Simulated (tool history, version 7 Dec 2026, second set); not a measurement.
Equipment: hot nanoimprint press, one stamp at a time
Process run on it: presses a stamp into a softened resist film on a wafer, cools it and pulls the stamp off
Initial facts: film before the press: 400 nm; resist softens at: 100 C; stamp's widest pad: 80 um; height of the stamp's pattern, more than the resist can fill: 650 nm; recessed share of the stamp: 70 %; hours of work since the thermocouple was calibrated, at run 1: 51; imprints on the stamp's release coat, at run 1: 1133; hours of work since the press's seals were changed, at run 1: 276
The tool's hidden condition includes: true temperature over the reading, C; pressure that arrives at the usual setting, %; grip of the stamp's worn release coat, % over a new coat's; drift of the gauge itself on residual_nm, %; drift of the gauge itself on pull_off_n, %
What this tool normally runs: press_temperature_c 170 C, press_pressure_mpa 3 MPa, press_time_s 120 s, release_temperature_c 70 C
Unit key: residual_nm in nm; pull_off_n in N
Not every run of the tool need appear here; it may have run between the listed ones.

| run | hour | press_temperature_c | press_pressure_mpa | press_time_s | release_temperature_c | hours of work since the thermocouple was calibrated | imprints on the stamp's release coat | hours of work since the press's seals were changed | residual_nm | pull_off_n |
|---|---|---|---|---|---|---|---|---|---|---|
| 1 | 0 | 170 | 3 | 120 | 70 | 51 | 1133 | 276 | 195.6 | 120 |
| 2 | 51.2 | 170 | 3 | 120 | 63 | 85 | 1365 | 310 | 194.6 | 146 |
| 3 | 85.6 | 170 | 3 | 136 | 70 | 108 | 1521 | 333 | 186.3 | 117 |
|  | 111.2 | stamp cleaned and given a new release coat |
| 4 | 129.4 | 170 | 3 | 120 | 70 | 133 | 82 | 358 | 195.7 | 119 |
| 5 | 175 | 170 | 3 | 120 | 70 | 163 | 289 | 388 | 194.5 | 118 |
| 6 | 213.8 | 170 | 3 | 120 | 70 | 189 | 465 | 414 | 194.3 | 113 |
| 7 | 244.5 | 170 | 3 | 120 | 70 | 210 | 604 | 434 | 194.3 | 118 |
| 8 | 282.8 | 170 | 3 | 120 | 70 | 235 | 777 | 460 | 195.1 | 119 |
| 9 | 326.9 | 170 | 3 | 120 | 70 | 264 | 977 | 489 | 193.1 | 120 |
| 10 | 368.6 | 170 | 3 | 120 | 70 | 292 | 1166 | 517 | 193 | 115 |
|  | 405.2 | plate thermocouple calibrated |
| 11 | 413.4 | 170 | 2.51 | 120 | 70 | 5 | 1356 | 544 | 212.4 | 121 |
| 12 | 452.3 | 177 | 2.51 | 120 | 70 | 31 | 1532 | 570 | 151.1 | 118 |
|  | 477.4 | stamp cleaned and given a new release coat |
| 13 | 496.2 | 170 | 3 | 120 | 70 | 56 | 86 | 595 | 193.7 | 119 |
| 14 | 528.9 | 170 | 3.09 | 120 | 70 | 78 | 234 | 617 | 193.2 | 114 |
| 15 | 579.2 | 170 | 3.09 | 120 | 70 | 111 | 462 | 650 | 190.7 | 119 |
| 16 | 602.1 | 177 | 3 | 217 | 70 | 127 | 565 | 665 | 107.5 | 116 |
| 17 | 651.4 | 177 | 3 | 197 | 70 | 159 | 789 | 698 | 110.7 | 121 |
| 18 | 691.4 | 170 | 3.25 | 120 | 72 | 186 | 970 | 725 | 187.2 | 112 |
| 19 | 733.7 | 158 | 3 | 96 | 72 | 214 | 1162 | 753 | 330.8 | 113 |
| 20 | 783.4 | 180 | 3.92 | 149 | 64 | 247 | 1387 | 786 | 93 | 141 |
| 21 | 824.4 | 170 | 3 | 218 | 73 | 274 | 1573 | 813 | 155.3 | 112 |
|  | 839.5 | stamp cleaned and given a new release coat |
| 22 | 881.8 | 170 | 3 | 147 | 73 | 308 | 192 | 847 | 181.3 | 110 |
|  | 895.9 | plate thermocouple calibrated |
| 23 | 933.7 | 177 | 3.49 | 66 | 70 | 25 | 413 | 879 | 159.1 | 117 |
| 24 | 971.7 | 165 | 3 | 120 | 72 | 50 | 586 | 905 | 248.1 | 113 |
| 25 | 1007.3 | 165 | 3 | 120 | 72 | 74 | 747 | 928 | 243.8 | 111 |
| 26 | 1042 | 174 | 4.71 | 134 | 56 | 97 | 904 | 951 | 121.6 | 167 |
| 27 | 1065.9 | 174 | 3.71 | 134 | 73 | 113 | 1013 | 967 | 137 | 109 |
| 28 | 1120.4 | 174 | 3.71 | 134 | 73 | 149 | 1260 | 1003 | 138.7 | 111 |
| 29 | 1168.8 | 174 | 3.71 | 194 | 67 | 181 | 1479 | 1035 | 118.9 | 130 |
|  | 1204.3 | stamp cleaned and given a new release coat |
| 30 | 1222.5 | 174 | 4.12 | 135 | 56 | 213 | 82 | 1067 | 130.1 | 166 |

What if the next run were any one of these 3? Each begins from the tool's condition after run 30:
|  | 1260.2 | press's hydraulic seals changed and the load cell set to zero |
| A | 1273.8 | 168 | 2.78 | 90 | 70 | 241 | 278 | 9 | ? | ? |
|  | 1260.2 | press's hydraulic seals changed and the load cell set to zero |
| B | 1273.8 | 169 | 4.12 | 135 | 56 | 241 | 278 | 9 | ? | ? |
|  | 1260.2 | press's hydraulic seals changed and the load cell set to zero |
| C | 1273.8 | 158 | 4.12 | 135 | 56 | 241 | 278 | 9 | ? | ? |

| run | residual_nm | pull_off_n |
|---|---|---|
| A | 243.9 | 121 |
| B | 170.4 | 171 |
| C | 288.9 | 167 |
What these runs would have given with no unlogged condition in the tool:
| run | residual_nm | pull_off_n |
|---|---|---|
| A | 244.2 | 121 |
| B | 170.6 | 170 |
| C | 289.2 | 167 |
